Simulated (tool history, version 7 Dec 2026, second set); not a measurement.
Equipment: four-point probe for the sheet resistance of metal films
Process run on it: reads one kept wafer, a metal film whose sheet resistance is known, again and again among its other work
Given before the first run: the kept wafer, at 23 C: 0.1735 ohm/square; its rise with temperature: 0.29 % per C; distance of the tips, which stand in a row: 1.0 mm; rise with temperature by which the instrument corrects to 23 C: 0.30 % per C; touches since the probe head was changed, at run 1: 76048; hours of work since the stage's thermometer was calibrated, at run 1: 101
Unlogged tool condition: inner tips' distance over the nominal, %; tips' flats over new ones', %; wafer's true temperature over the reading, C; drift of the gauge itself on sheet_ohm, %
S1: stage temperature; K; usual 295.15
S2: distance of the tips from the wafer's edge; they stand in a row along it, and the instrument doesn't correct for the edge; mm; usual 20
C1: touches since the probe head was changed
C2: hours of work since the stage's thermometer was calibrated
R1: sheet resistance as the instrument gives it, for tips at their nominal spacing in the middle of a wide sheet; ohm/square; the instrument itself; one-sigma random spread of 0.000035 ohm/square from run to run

run     day      S1  S2     C1   C2        R1
  1       0  295.15  20  76048  101  0.173775
  2   0.588  292.15  20  76566  107  0.173727
  3   1.683  292.15  20  77534  118  0.173704
  4   2.133  297.15  20  77933  122   0.17369
  5   3.217  297.15  20  78890  133  0.173721
  6   4.283  297.15  20  79829  144  0.173644
  7   4.846  295.15   9  80327  149  0.174629
  8   5.417  295.15   6  80833  155  0.176029
  9   6.533  295.15   6  81816  166  0.176031
 10   7.496  295.15   6  82669  176  0.176019
 11   8.212  295.15  72  83299  183  0.173509
 12   8.904  295.15  34  83911  190  0.173507
 13   9.496  295.15  20  84433  195  0.173706
 14  10.571  295.15  20  85384  206  0.173713
 15  11.183  295.15  20  85923  212  0.173733
 16  12.196  295.15   4  86819  222  0.179145
     12.704  -- new probe head fitted
 17  12.771  295.15  20     62  227  0.173694
 18  13.488  295.15  20    694  235  0.173703
 19  13.938  295.15  20   1091  239   0.17375
 20  14.404  295.15  20   1502  244  0.173763
 21  15.196  295.15  20   2201  251    0.1737
 22  16.125  295.15  20   3024  261  0.173788
 23  17.229  295.15  20   3997  272  0.173762
 24  17.725  295.15  17   4436  276  0.173815
 25  18.567  297.15  20   5179  285  0.173724
 26  19.329  296.15  40   5852  292  0.173602
 27  20.288  305.15   3   6699  302  0.183191
 28  21.329  308.15   5   7618  312  0.177014
 29  22.146  308.15   5   8340  320  0.177029
 30  22.704  295.15  12   8832  326  0.174116
 31  23.283  305.15  55   9343  332  0.173431
 32  24.246  305.15  55  10195  341  0.173433
 33  24.896  294.15   5  10768  348  0.177089
 34  25.483  302.15   5  11288  353  0.177103
 35  26.154  302.15   5  11877  360  0.177149
 36  27.229  295.15  18  12829  371  0.173791
 37  27.679  292.15  12  13226  375  0.174206
 38  28.254  293.15  17  13734  381  0.173845
 39  29.033  307.15   3  14423  389  0.183138
 40  29.658  303.15  20  14974  395  0.173644
 41  30.258  303.15  20  15503  401  0.173693
 42  30.754  307.15   4  15940  406  0.179001
 43   31.55  302.15   5  16646  413   0.17711
 44  32.508  296.15   3  17492  423   0.18324
 45  33.092  298.15  47  18004  429    0.1735
 46  33.717  294.15   4  18557  435  0.179151

Below are 3 alternative next runs, each starting from the tool's condition after run 46. Predict each:
  A  34.75  295.15   9  19469  445   ?
  B  34.75  293.15   4  19469  445   ?
  C  34.75  300.15   3  19469  445   ?

run        R1
  A   0.17459
  B  0.179136
  C  0.183265
With the hidden condition removed and each run's random variation left untouched, the same runs would have given:
run        R1
  A  0.174604
  B  0.179151
  C   0.18328
